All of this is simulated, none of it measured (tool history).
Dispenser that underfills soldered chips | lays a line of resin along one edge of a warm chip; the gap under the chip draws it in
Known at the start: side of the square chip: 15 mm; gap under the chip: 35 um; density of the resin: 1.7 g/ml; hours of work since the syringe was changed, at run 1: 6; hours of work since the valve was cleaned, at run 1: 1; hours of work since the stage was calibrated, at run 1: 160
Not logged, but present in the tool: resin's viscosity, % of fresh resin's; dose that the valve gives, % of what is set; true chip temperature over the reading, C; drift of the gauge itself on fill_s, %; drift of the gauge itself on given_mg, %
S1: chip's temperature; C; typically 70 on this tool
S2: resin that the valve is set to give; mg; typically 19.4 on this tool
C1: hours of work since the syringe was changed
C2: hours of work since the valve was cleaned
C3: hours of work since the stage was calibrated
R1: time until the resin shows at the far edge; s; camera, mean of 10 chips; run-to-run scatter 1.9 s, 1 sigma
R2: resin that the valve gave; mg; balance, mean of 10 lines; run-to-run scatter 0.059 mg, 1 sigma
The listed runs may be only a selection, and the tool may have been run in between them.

run   hour  S1    S2  C1  C2   C3     R1     R2
  1      0  70  19.4   6   1  160  298.4  19.38
       1.4  -- new syringe of resin
  2    4.7  70  19.4   2   4  163  231.9  19.38
      10.6  -- new syringe of resin
  3   10.6  70  17.7   0   8  167  199.8  17.66
  4   14.9  73  19.4   3  11  170  214.2  19.23
        20  -- new syringe of resin
  5   20.3  73  19.4   0  15  174  173.1  19.24
  6   23.7  73  19.4   3  17  176  207.5  19.17
  7   28.1  74  19.4   6  20  179    252  19.16
      29.5  -- new syringe of resin
  8   33.9  74  19.4   3  24  183  206.5   19.2
      38.9  -- new syringe of resin
  9   40.3  74  19.4   1  28  187  178.2  19.09
 10   46.4  70  19.4   5  33  191  300.5  19.01
      48.2  -- new syringe of resin
 11   52.1  70  19.4   3  36  195  242.1  18.98
 12   55.1  70  19.4   5  39  197  281.6  18.89
      57.5  -- new syringe of resin
 13   60.7  70  19.4   2  42  201  229.6   18.8
 14   66.2  70  19.4   6  46  205  307.2  18.73
        67  -- new syringe of resin
 15   70.8  70  19.2   3  49  208  243.5  18.52
 16   73.3  70  19.2   4  51  210    277  18.51
      76.5  -- new syringe of resin
 17   77.1  67  19.4   0  53  212    231  18.68
 18   79.7  64  18.5   2  55  214  312.2  17.75
 19   83.6  60    18   5  58  217  468.1  17.25
      85.9  -- new syringe of resin
 20   88.9  60    18   2  61  220  368.5  17.33
 21   94.2  60    18   6  65  224  493.5  17.19
      95.4  -- new syringe of resin
 22   99.7  76  20.1   3  69  228  196.6  19.12
     103.7  -- dispensing valve cleaned and set on the balance
     105.7  -- new syringe of resin
 23  107.1  78  19.2   1   2  232  151.1   19.1
 24  112.7  78  19.2   5   6  236  206.1  19.16
       115  -- new syringe of resin
 25  118.2  78  19.2   2  10  240  170.3  19.02
 26  121.9  78  19.2   5  12  242  201.3  19.02
     124.6  -- new syringe of resin
 27  127.2  78  22.9   2  16  246  161.5  22.61
 28  132.8  74  19.5   6  20  250    264  19.05
     134.2  -- new syringe of resin
 29  138.3  74  19.5   3  23  253  209.7  19.12
     143.7  -- new syringe of resin
 30  143.8  68  24.1   0  27  257  208.2  23.66
 31  149.9  68  24.1   4  31  261  296.5  23.45
     152.9  -- new syringe of resin
 32  155.6  77  24.1   2  35  265  168.5  23.46
 33  159.3  58  19.4   4  38  268  486.9  18.84
     162.2  -- new syringe of resin
 34  165.7  68  20.4   2  42  272  260.5  19.74

Each row is a separate what-if for the run after 34, all from the same tool condition, not one after another. Results?
  A  169.9  71  17.3   5  45  275   ?   ?
  B  169.9  58    25   5  45  275   ?   ?
  C  169.9  59  20.4   5  45  275   ?   ?

run     R1     R2
  A    302  16.63
  B  514.4  24.08
  C  507.5  19.76
The same runs, with their run-to-run variation unchanged, on a tool lacking any hidden condition would have given:
run     R1     R2
  A    182  17.25
  B  311.7  24.99
  C  306.5  20.51
